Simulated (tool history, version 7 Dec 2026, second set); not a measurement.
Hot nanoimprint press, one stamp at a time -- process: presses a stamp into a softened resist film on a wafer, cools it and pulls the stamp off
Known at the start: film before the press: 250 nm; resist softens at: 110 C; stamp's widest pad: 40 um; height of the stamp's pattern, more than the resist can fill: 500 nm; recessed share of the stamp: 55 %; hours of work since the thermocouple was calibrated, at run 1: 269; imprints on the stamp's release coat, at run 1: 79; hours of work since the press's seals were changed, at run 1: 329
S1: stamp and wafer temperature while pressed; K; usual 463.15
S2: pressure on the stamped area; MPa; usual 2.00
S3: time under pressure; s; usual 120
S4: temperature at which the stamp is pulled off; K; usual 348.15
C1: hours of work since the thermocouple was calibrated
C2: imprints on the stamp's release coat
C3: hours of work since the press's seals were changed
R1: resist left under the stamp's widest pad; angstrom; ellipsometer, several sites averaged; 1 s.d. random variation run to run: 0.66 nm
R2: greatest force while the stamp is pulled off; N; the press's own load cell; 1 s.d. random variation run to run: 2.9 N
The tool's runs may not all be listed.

| run | hour | S1 | S2 | S3 | S4 | C1 | C2 | C3 | R1 | R2 |
|---|---|---|---|---|---|---|---|---|---|---|
| 1 | 0.0 | 463.15 | 2.00 | 120 | 348.15 | 269 | 79 | 329 | 877 | 137 |
| 2 | 9.6 | 463.15 | 2.00 | 134 | 348.15 | 274 | 107 | 334 | 846 | 137 |
| 3 | 21.9 | 463.15 | 2.00 | 134 | 348.15 | 281 | 144 | 341 | 847 | 137 |
| 4 | 30.5 | 463.15 | 2.00 | 134 | 348.15 | 286 | 169 | 346 | 852 | 130 |
| 5 | 39.3 | 463.15 | 2.42 | 120 | 348.15 | 291 | 195 | 351 | 814 | 139 |
| 6 | 47.3 | 463.15 | 2.42 | 177 | 348.15 | 295 | 218 | 355 | 690 | 134 |
| 7 | 63.8 | 463.15 | 2.42 | 177 | 345.15 | 304 | 267 | 364 | 695 | 140 |
| 8 | 82.9 | 463.15 | 2.00 | 120 | 348.15 | 314 | 323 | 374 | 892 | 137 |
| 9 | 97.1 | 463.15 | 2.00 | 120 | 348.15 | 322 | 365 | 382 | 881 | 137 |
| 10 | 106.3 | 463.15 | 2.00 | 120 | 348.15 | 327 | 392 | 387 | 879 | 134 |
| 11 | 124.3 | 463.15 | 2.00 | 120 | 348.15 | 337 | 445 | 397 | 888 | 135 |
| 12 | 134.0 | 463.15 | 2.00 | 120 | 333.15 | 342 | 474 | 402 | 897 | 168 |
| 13 | 147.0 | 463.15 | 2.53 | 120 | 348.15 | 349 | 513 | 410 | 792 | 135 |
| 14 | 157.1 | 463.15 | 2.00 | 172 | 348.15 | 355 | 542 | 415 | 757 | 134 |
| 15 | 175.7 | 463.15 | 2.00 | 172 | 348.15 | 365 | 597 | 425 | 772 | 136 |
| 16 | 195.3 | 463.15 | 2.00 | 172 | 348.15 | 376 | 655 | 436 | 768 | 134 |
| 17 | 209.4 | 463.15 | 2.00 | 172 | 348.15 | 384 | 696 | 444 | 767 | 130 |
| 18 | 227.0 | 463.15 | 2.00 | 172 | 348.15 | 393 | 748 | 453 | 770 | 139 |
| 19 | 241.6 | 456.15 | 2.85 | 93 | 348.15 | 401 | 791 | 461 | 1104 | 131 |
| 20 | 256.9 | 459.15 | 2.00 | 120 | 348.15 | 410 | 836 | 470 | 1034 | 136 |
| 21 | 270.1 | 459.15 | 1.29 | 120 | 344.15 | 417 | 875 | 477 | 1260 | 147 |
| 22 | 284.0 | 463.15 | 2.00 | 120 | 346.15 | 424 | 916 | 484 | 892 | 138 |
| 23 | 301.9 | 459.15 | 1.29 | 149 | 345.15 | 434 | 969 | 494 | 1164 | 143 |
| 24 | 319.7 | 472.15 | 2.00 | 120 | 348.15 | 444 | 1021 | 504 | 633 | 135 |
| 25 | 329.8 | 463.15 | 2.00 | 82 | 348.15 | 449 | 1051 | 509 | 1035 | 132 |
| 26 | 344.2 | 463.15 | 2.27 | 120 | 345.15 | 457 | 1094 | 517 | 831 | 142 |
| 27 | 355.3 | 463.15 | 2.27 | 120 | 345.15 | 463 | 1126 | 523 | 847 | 142 |
| 28 | 366.1 | 463.15 | 2.27 | 120 | 345.15 | 469 | 1158 | 529 | 827 | 147 |

For run 29, what comes out?
| 29 | 382.6 | 460.15 | 2.12 | 154 | 341.15 | 478 | 1207 | 538 | ? | ? |

{"run 29": {"R1": 884, "R2": 144}}
With no hidden state in the tool, this same run would have given R1 886 angstrom, R2 143 N.
